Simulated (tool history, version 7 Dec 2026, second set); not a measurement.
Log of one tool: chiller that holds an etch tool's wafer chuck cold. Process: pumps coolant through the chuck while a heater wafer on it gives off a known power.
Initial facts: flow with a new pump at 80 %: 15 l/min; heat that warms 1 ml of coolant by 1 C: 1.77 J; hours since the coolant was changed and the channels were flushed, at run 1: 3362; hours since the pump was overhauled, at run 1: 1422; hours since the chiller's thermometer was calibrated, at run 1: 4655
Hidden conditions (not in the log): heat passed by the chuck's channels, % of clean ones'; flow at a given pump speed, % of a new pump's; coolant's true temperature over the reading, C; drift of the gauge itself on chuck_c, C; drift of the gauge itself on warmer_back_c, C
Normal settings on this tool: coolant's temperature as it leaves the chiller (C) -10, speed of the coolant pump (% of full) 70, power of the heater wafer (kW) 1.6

run	hour	coolant's temperature as it leaves the chiller (C)	speed of the coolant pump (% of full)	power of the heater wafer (kW)	hours since the coolant was changed and the channels were flushed	hours since the pump was overhauled	hours since the chiller's thermometer was calibrated	chuck's temperature once it has settled (C)	how much warmer the coolant comes back (C)
1	0	-10	70	1.6	3362	1422	4655	12.5	4.34
2	72.6	-10	70	1.6	3435	1495	4728	12.4	4.25
3	113.8	-10	70	1.6	3476	1536	4769	12.6	4.32
4	165.5	-10	65	1.6	3528	1588	4821	14.5	4.61
5	214.4	-10	65	1.6	3577	1637	4870	14.4	4.68
6	254.1	-10	70	2.36	3616	1676	4910	23.6	6.28
7	301.7	-10	70	2.36	3664	1724	4957	23.7	6.37
8	361.8	-10	70	2.36	3724	1784	5017	23.8	6.43
9	450.1	-10	70	2.36	3812	1872	5105	24	6.33
10	493	-10	70	2.36	3855	1915	5148	23.9	6.4
11	535.7	-10	70	2.36	3898	1958	5191	24.2	6.36
12	590.4	-10	70	0.816	3952	2013	5246	1.5	2.2
13	647.5	-10	70	0.816	4010	2070	5303	1.3	2.24
# hour 684.6: chiller's thermometer calibrated
14	715.8	-10	70	1.6	4077	2137	31	13	4.33
15	780.9	-10	70	1.6	4142	2202	96	12.9	4.29
16	820.7	-10	70	1.136	4182	2242	136	6.2	3.04
17	883.7	-13	68	1.136	4245	2305	199	3.7	3.17
18	976.2	-10	84	1.6	4337	2397	292	9.3	3.58
# hour 1008.6: chiller's thermometer calibrated, once more
19	1032.9	-6	61	1.689	4393	2453	24	22.7	5.42
20	1107.6	-10	81	2.36	4468	2528	99	20.4	5.48
21	1157.2	-16	77	1.951	4517	2577	149	10.5	4.78
22	1229.6	-10	80	0.924	4590	2650	221	2	2.13
23	1305.9	-10	80	1.94	4666	2726	297	15.5	4.55
24	1354.5	-19	94	2.316	4715	2775	346	7.1	4.53
25	1443.7	-20	70	1.388	4804	2864	435	0.9	3.77
26	1507.7	-1	70	1.344	4868	2928	499	19.2	3.67
27	1558.8	-1	70	1.344	4919	2979	550	19.4	3.73
28	1618.7	-2	90	0.907	4979	3039	610	8.6	1.84
29	1666.4	-2	90	0.907	5026	3087	658	8.7	1.85
30	1754.6	-17	100	1.6	5115	3175	746	0.1	2.96
31	1804.4	-5	70	2.369	5165	3225	796	31.4	6.54

Each row is a separate what-if for the run after 31, all from the same tool condition, not one after another. Results?
A	1885.3	-10	70	1.6	5245	3305	877	?	?
B	1885.3	-5	81	0.958	5245	3305	877	?	?
C	1885.3	0	70	1.502	5245	3305	877	?	?
D	1885.3	-5	75	1.961	5245	3305	877	?	?
E	1885.3	-3	70	1.6	5245	3305	877	?	?

run	chuck's temperature once it has settled (C)	how much warmer the coolant comes back (C)
A	14.3	4.4
B	7.5	2.2
C	23	4.09
D	23	4.9
E	21.5	4.41
With no hidden state in the tool, these same runs would have given:
run	chuck's temperature once it has settled (C)	how much warmer the coolant comes back (C)
A	10.4	4.19
B	5.6	2.09
C	19.3	3.9
D	18.5	4.67
E	17.6	4.2
